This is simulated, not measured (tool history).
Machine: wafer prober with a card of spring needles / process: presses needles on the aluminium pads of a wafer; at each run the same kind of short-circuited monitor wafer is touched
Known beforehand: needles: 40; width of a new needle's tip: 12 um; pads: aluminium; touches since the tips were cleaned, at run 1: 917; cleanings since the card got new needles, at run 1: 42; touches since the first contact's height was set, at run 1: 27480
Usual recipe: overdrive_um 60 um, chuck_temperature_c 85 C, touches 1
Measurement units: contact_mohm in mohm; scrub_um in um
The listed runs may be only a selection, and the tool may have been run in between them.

run   hour  overdrive_um  chuck_temperature_c  touches  touches since the tips were cleaned  cleanings since the card got new needles  touches since the first contact's height was set  contact_mohm  scrub_um
  1    0.0            60                   85        1                                  917                                        42                                             27480           110     14.51
       8.9  -- tips cleaned on abrasive film
      20.1  -- tips cleaned on abrasive film
      32.0  -- tips cleaned on abrasive film
  2   32.8            60                   85        1                                  383                                        45                                             43184           112     14.48
      43.4  -- tips cleaned on abrasive film
  3   48.0            60                   85        1                                 2179                                        46                                             50487           121     14.37
      56.5  -- tips cleaned on abrasive film
      68.4  -- tips cleaned on abrasive film
  4   71.8            60                   85        1                                 1654                                        48                                             61933           117     14.42
      80.6  -- tips cleaned on abrasive film
      92.5  -- tips cleaned on abrasive film
      95.2  -- height of the first contact set anew
  5   95.2            60                   85        3                                 1172                                        50                                                 0           111     14.65
     104.4  -- tips cleaned on abrasive film
     115.0  -- tips cleaned on abrasive film
  6  123.4            60                   85        3                                 4056                                        52                                             13543           112     14.65
     127.6  -- tips cleaned on abrasive film
     140.1  -- tips cleaned on abrasive film
  7  148.8            60                   85        3                                 4206                                        54                                             25730           114     14.48
     151.5  -- tips cleaned on abrasive film
     162.1  -- tips cleaned on abrasive film
  8  162.2            72                   85        1                                   40                                        56                                             32127           107     17.32
     173.4  -- tips cleaned on abrasive film
  9  177.9            60                   85        1                                 2171                                        57                                             39692           119     14.51
     185.2  -- tips cleaned on abrasive film
     192.8  -- tips cleaned on abrasive film, once more
 10  193.2            69                   41        1                                  154                                        59                                             46961           104     16.53
     203.5  -- tips cleaned on abrasive film
 11  209.1            63                   85        2                                 2694                                        60                                             54623           116     15.10
     215.0  -- tips cleaned on abrasive film
     226.1  -- tips cleaned on abrasive film
     237.2  -- tips cleaned on abrasive film
 12  240.8            58                   85        1                                 1752                                        63                                             69835           121     13.78
     246.3  -- height of the first contact set anew
     250.5  -- tips cleaned on abrasive film
     261.2  -- tips cleaned on abrasive film
 13  261.2            77                   85        2                                    0                                        65                                              7116           106     18.68
     274.0  -- tips cleaned on abrasive film
     285.5  -- tips cleaned on abrasive film
 14  293.7            77                   85        2                                 3960                                        67                                             22743           113     18.48
     297.3  -- tips cleaned on abrasive film
     308.0  -- tips cleaned on abrasive film
     320.0  -- tips cleaned on abrasive film
 15  325.4            57                   85        1                                 2589                                        70                                             37918           126     13.71
     331.8  -- tips cleaned on abrasive film
     343.8  -- tips cleaned on abrasive film
 16  352.5            57                   85        1                                 4253                                        72                                             50964           127     13.64
     355.2  -- tips cleaned on abrasive film
     365.8  -- tips cleaned on abrasive film
 17  374.8            74                   85        1                                 4329                                        74                                             61625           116     17.77
     376.4  -- tips cleaned on abrasive film
     388.9  -- tips cleaned on abrasive film
     399.1  -- height of the first contact set anew
     401.8  -- tips cleaned on abrasive film
 18  402.4            74                   85        1                                  293                                        77                                              1558           109     18.06

Consider 5 possible next runs. They are alternatives, not a sequence: every one starts from the tool as it was left by run 18. What does each give?
     414.1  -- tips cleaned on abrasive film
     426.0  -- tips cleaned on abrasive film
  A  431.4            41                   85        1                                 2610                                        79                                             15518             ?         ?
     414.1  -- tips cleaned on abrasive film
     426.0  -- tips cleaned on abrasive film
  B  431.4            60                   85        3                                 2610                                        79                                             15518             ?         ?
     414.1  -- tips cleaned on abrasive film
     426.0  -- tips cleaned on abrasive film
  C  431.4            49                   42        1                                 2610                                        79                                             15518             ?         ?
     414.1  -- tips cleaned on abrasive film
     426.0  -- tips cleaned on abrasive film
  D  431.4            60                   59        1                                 2610                                        79                                             15518             ?         ?
     414.1  -- tips cleaned on abrasive film
     426.0  -- tips cleaned on abrasive film
  E  431.4            60                   66        1                                 2610                                        79                                             15518             ?         ?

run  contact_mohm  scrub_um
  A           141      9.83
  B           113     14.51
  C           126     11.81
  D           121     14.56
  E           121     14.63
What these runs would have given with no unlogged condition in the tool:
run  contact_mohm  scrub_um
  A           111      9.90
  B           106     14.58
  C           104     11.88
  D           105     14.63
  E           105     14.70
